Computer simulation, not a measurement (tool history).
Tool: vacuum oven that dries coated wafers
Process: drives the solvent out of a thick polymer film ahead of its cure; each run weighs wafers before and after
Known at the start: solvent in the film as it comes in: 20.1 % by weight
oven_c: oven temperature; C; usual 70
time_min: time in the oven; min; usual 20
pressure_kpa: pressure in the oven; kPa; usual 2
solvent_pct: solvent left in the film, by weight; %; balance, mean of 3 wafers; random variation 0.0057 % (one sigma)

run 1 hour=0 | oven_c=70 time_min=20 pressure_kpa=2 | solvent_pct=1.396
-- hour=35.7 oven's thermocouples calibrated
run 2 hour=48.4 | oven_c=70 time_min=20 pressure_kpa=2 | solvent_pct=1.48
run 3 hour=83.3 | oven_c=70 time_min=20 pressure_kpa=2 | solvent_pct=1.472
run 4 hour=128.1 | oven_c=70 time_min=20 pressure_kpa=2 | solvent_pct=1.475
run 5 hour=162.8 | oven_c=70 time_min=20 pressure_kpa=2 | solvent_pct=1.473
run 6 hour=205.1 | oven_c=70 time_min=28 pressure_kpa=2 | solvent_pct=1.117
run 7 hour=253.1 | oven_c=70 time_min=28 pressure_kpa=2 | solvent_pct=1.118
run 8 hour=299.3 | oven_c=70 time_min=22 pressure_kpa=2 | solvent_pct=1.321
run 9 hour=328.7 | oven_c=70 time_min=20 pressure_kpa=2 | solvent_pct=1.469
run 10 hour=371.8 | oven_c=70 time_min=20 pressure_kpa=2 | solvent_pct=1.462
run 11 hour=428.9 | oven_c=70 time_min=20 pressure_kpa=2 | solvent_pct=1.464
run 12 hour=470.9 | oven_c=70 time_min=20 pressure_kpa=2 | solvent_pct=1.452
run 13 hour=529.2 | oven_c=70 time_min=20 pressure_kpa=2 | solvent_pct=1.453
run 14 hour=563.5 | oven_c=73 time_min=20 pressure_kpa=2 | solvent_pct=1.07
run 15 hour=624.7 | oven_c=70 time_min=20 pressure_kpa=7.73 | solvent_pct=3.949
run 16 hour=675.8 | oven_c=70 time_min=20 pressure_kpa=7.9 | solvent_pct=4.011
run 17 hour=706.5 | oven_c=70 time_min=20 pressure_kpa=7.9 | solvent_pct=4.01
run 18 hour=764.1 | oven_c=70 time_min=20 pressure_kpa=7.9 | solvent_pct=3.999
run 19 hour=801.3 | oven_c=70 time_min=16 pressure_kpa=1.41 | solvent_pct=1.622
run 20 hour=839.5 | oven_c=69 time_min=34 pressure_kpa=1.04 | solvent_pct=0.682
run 21 hour=869.3 | oven_c=59 time_min=15 pressure_kpa=1.23 | solvent_pct=5.891
run 22 hour=898.4 | oven_c=62 time_min=15 pressure_kpa=7.32 | solvent_pct=7.584
run 23 hour=927.5 | oven_c=68 time_min=19 pressure_kpa=2.41 | solvent_pct=2.095
run 24 hour=959.4 | oven_c=65 time_min=19 pressure_kpa=2.41 | solvent_pct=2.895
run 25 hour=1004.7 | oven_c=65 time_min=14 pressure_kpa=4.24 | solvent_pct=4.965
run 26 hour=1043.6 | oven_c=65 time_min=14 pressure_kpa=4.24 | solvent_pct=4.937
-- hour=1083.7 vacuum gauge cleaned of residue and calibrated
run 27 hour=1093.6 | oven_c=80 time_min=14 pressure_kpa=1.82 | solvent_pct=0.611
run 28 hour=1119.9 | oven_c=72 time_min=18 pressure_kpa=2.07 | solvent_pct=1.169
-- hour=1139.8 oven's thermocouples calibrated
run 29 hour=1158.8 | oven_c=78 time_min=30 pressure_kpa=1.4 | solvent_pct=0.447
run 30 hour=1184.6 | oven_c=67 time_min=30 pressure_kpa=1.4 | solvent_pct=0.888
run 31 hour=1225.9 | oven_c=70 time_min=20 pressure_kpa=1.8 | solvent_pct=1.173
run 32 hour=1262.7 | oven_c=70 time_min=20 pressure_kpa=1.8 | solvent_pct=1.174
run 33 hour=1307.3 | oven_c=82 time_min=35 pressure_kpa=5.65 | solvent_pct=1.521
run 34 hour=1351 | oven_c=82 time_min=35 pressure_kpa=5.65 | solvent_pct=1.521
run 35 hour=1395.2 | oven_c=70 time_min=20 pressure_kpa=7.15 | solvent_pct=3.447

Forecast each of these 4 alternatives for the next run:
run A hour=1449.3 | oven_c=70 time_min=27 pressure_kpa=1.8 | solvent_pct=?
run B hour=1449.3 | oven_c=70 time_min=10 pressure_kpa=1.46 | solvent_pct=?
run C hour=1449.3 | oven_c=78 time_min=16 pressure_kpa=1.01 | solvent_pct=?
run D hour=1449.3 | oven_c=73 time_min=31 pressure_kpa=1.54 | solvent_pct=?

run=A solvent_pct=0.907
run=B solvent_pct=3.056
run=C solvent_pct=0.4
run=D solvent_pct=0.632
Without the tool's hidden state the same runs would have given:
run=A solvent_pct=0.984
run=B solvent_pct=3.538
run=C solvent_pct=0.443
run=D solvent_pct=0.651
